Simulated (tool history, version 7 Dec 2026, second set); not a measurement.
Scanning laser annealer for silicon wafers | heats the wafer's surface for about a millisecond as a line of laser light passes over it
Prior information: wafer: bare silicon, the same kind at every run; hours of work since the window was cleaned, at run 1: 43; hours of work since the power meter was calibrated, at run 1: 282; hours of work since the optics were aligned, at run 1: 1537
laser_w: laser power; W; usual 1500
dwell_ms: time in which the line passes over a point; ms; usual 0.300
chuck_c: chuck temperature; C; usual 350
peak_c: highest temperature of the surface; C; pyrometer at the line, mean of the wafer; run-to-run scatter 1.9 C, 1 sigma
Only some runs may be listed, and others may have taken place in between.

run    hour  laser_w  dwell_ms  chuck_c  hours of work since the window was cleaned  hours of work since the power meter was calibrated  hours of work since the optics were aligned  peak_c
  1     0.0     1500     0.300      350                                          43                                                 282                                         1537    1166
  2    26.4     1500     0.300      350                                          59                                                 298                                         1553    1161
  3    48.7     1500     0.300      350                                          72                                                 311                                         1566    1164
  4    73.1     1500     0.300      350                                          86                                                 326                                         1580    1159
  5    96.5     1336     0.300      350                                         100                                                 340                                         1594    1069
  6   126.1     1408     0.300      350                                         118                                                 357                                         1612    1108
  7   153.8     1408     0.300      350                                         134                                                 373                                         1628    1106
  8   178.7     1500     0.300      350                                         149                                                 388                                         1643    1156
  9   212.4     1500     0.300      350                                         169                                                 408                                         1663    1155
 10   238.5     1500     0.300      350                                         184                                                 424                                         1678    1152
 11   265.1     1500     0.300      350                                         200                                                 439                                         1694    1152
      272.7  -- optics aligned, line set to its width
 12   293.7     1500     0.300      350                                         214                                                 453                                           12    1174
 13   319.7     1500     0.300      350                                         229                                                 469                                           28    1168
 14   355.2     1500     0.300      350                                         250                                                 490                                           49    1171
 15   374.1     1500     0.300      350                                         261                                                 501                                           60    1171
 16   410.1     1500     0.300      350                                         283                                                 522                                           81    1169
 17   432.3     1500     0.300      334                                         296                                                 535                                           94    1152
 18   449.7     1500     0.300      350                                         306                                                 546                                          105    1164
 19   471.6     1500     0.300      350                                         319                                                 558                                          118    1162
      476.4  -- laser's power meter calibrated
 20   497.1     1500     0.300      350                                         332                                                  12                                          131    1164
 21   519.0     1500     0.300      339                                         345                                                  25                                          144    1152
 22   546.4     1500     0.300      339                                         362                                                  41                                          160    1149
 23   574.4     1493     0.300      375                                         378                                                  58                                          177    1182
      595.4  -- laser's power meter calibrated, once more
 24   597.4     1500     0.250      350                                         390                                                   1                                          189    1098
 25   626.6     1373     0.250      364                                         407                                                  18                                          206    1044
 26   660.9     1476     0.250      364                                         428                                                  39                                          226    1094
 27   688.7     1389     0.350      325                                         444                                                  55                                          243    1120
 28   719.8     1389     0.379      312                                         462                                                  74                                          261    1131
 29   741.0     1501     0.216      363                                         475                                                  86                                          273    1063
 30   769.3     1566     0.320      350                                         492                                                 103                                          290    1210
 31   803.9     1446     0.300      378                                         512                                                 123                                          311    1147
 32   820.8     1500     0.360      386                                         522                                                 133                                          321    1251
 33   843.4     1564     0.309      368                                         536                                                 147                                          334    1211
      868.2  -- window over the wafer cleaned
 34   870.3     1500     0.277      361                                           1                                                 161                                          349    1157
 35   905.7     1594     0.222      361                                          22                                                 182                                          370    1131
 36   938.0     1507     0.300      357                                          41                                                 201                                          389    1185
 37   956.7     1482     0.300      383                                          52                                                 213                                          400    1194
 38   982.6     1500     0.270      361                                          68                                                 228                                          415    1146
 39  1007.3     1500     0.238      337                                          82                                                 242                                          430    1080
 40  1032.3     1325     0.377      342                                          97                                                 257                                          445    1137
 41  1056.6     1325     0.377      342                                         111                                                 272                                          459    1132

Selected run-to-run steps in peak_c, each split into two signed amounts: the part the tool would show with no hidden state at all (from settings, incoming material and random variation), and the remainder, which goes to the hidden state together with any gauge scatter not common to the measured and the hidden-state-free results:
The hidden state here: light that passes the window, % of a clean one's; laser's true power over the reading, %; width of the line over the set one, %; drift of the gauge itself on peak_c, C.
Run 4 -> 5: laser_w 1500 -> 1336. peak_c -90 C: hidden state +2, all else -92.
Run 11 -> 12: optics aligned, line set to its width. peak_c +22 C: hidden state +18, all else +4.
Run 29 -> 30: laser_w 1501 -> 1566, dwell_ms 0.216 -> 0.320, chuck_c 363 -> 350. peak_c +147 C: hidden state -8, all else +155.
Run 31 -> 32: laser_w 1446 -> 1500, dwell_ms 0.300 -> 0.360, chuck_c 378 -> 386. peak_c +104 C: hidden state -4, all else +108.
Run 33 -> 34: laser_w 1564 -> 1500, dwell_ms 0.309 -> 0.277, chuck_c 368 -> 361, window over the wafer cleaned. peak_c -54 C: hidden state +27, all else -81.

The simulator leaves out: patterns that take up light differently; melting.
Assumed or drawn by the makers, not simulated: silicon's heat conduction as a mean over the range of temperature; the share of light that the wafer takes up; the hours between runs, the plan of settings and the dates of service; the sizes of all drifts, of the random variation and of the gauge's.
